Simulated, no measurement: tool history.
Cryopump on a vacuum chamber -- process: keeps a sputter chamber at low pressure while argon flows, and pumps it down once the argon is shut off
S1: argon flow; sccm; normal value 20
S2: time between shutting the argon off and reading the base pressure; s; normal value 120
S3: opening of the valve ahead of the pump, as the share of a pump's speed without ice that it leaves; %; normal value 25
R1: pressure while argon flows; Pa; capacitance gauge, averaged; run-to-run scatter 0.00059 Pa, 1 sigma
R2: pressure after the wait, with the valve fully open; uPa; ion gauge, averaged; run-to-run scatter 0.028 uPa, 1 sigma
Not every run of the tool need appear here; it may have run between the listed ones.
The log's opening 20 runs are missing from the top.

run 21 hour=234.4 | S1=30 S2=51 S3=19 | R1=0.2438 R2=4.01
run 22 hour=249.8 | S1=10 S2=79 S3=34 | R1=0.0454 R2=3.15
run 23 hour=257.7 | S1=10 S2=79 S3=34 | R1=0.0459 R2=3.07
run 24 hour=265.7 | S1=38 S2=39 S3=19 | R1=0.3064 R2=4.59
run 25 hour=272.7 | S1=15 S2=212 S3=25 | R1=0.0933 R2=2.2
run 26 hour=287.4 | S1=20 S2=260 S3=25 | R1=0.1236 R2=2.18
run 27 hour=295.6 | S1=20 S2=260 S3=25 | R1=0.1239 R2=2.11
run 28 hour=309.1 | S1=20 S2=260 S3=25 | R1=0.1235 R2=2.13
run 29 hour=320.4 | S1=12 S2=120 S3=25 | R1=0.0754 R2=2.66
run 30 hour=328.8 | S1=19 S2=120 S3=44 | R1=0.0686 R2=2.63
run 31 hour=338.5 | S1=19 S2=120 S3=44 | R1=0.0685 R2=2.74
run 32 hour=349.3 | S1=19 S2=47 S3=44 | R1=0.0687 R2=4.17
run 33 hour=362.7 | S1=19 S2=47 S3=44 | R1=0.068 R2=4.31

Forecast each of these 5 alternatives for the next run:
run A hour=376.8 | S1=38 S2=120 S3=15 | R1=? R2=?
run B hour=376.8 | S1=16 S2=49 S3=56 | R1=? R2=?
run C hour=376.8 | S1=19 S2=96 S3=44 | R1=? R2=?
run D hour=376.8 | S1=19 S2=160 S3=44 | R1=? R2=?
run E hour=376.8 | S1=8 S2=47 S3=36 | R1=? R2=?

run=A R1=0.3875 R2=2.82
run=B R1=0.0446 R2=4.19
run=C R1=0.0679 R2=2.98
run=D R1=0.0694 R2=2.45
run=E R1=0.0344 R2=4.31
Stripped of hidden state, with their random variation kept, the same runs would have yielded:
run=A R1=0.3805 R2=1.33
run=B R1=0.0416 R2=2.71
run=C R1=0.0644 R2=1.5
run=D R1=0.0659 R2=1.01
run=E R1=0.033 R2=2.84
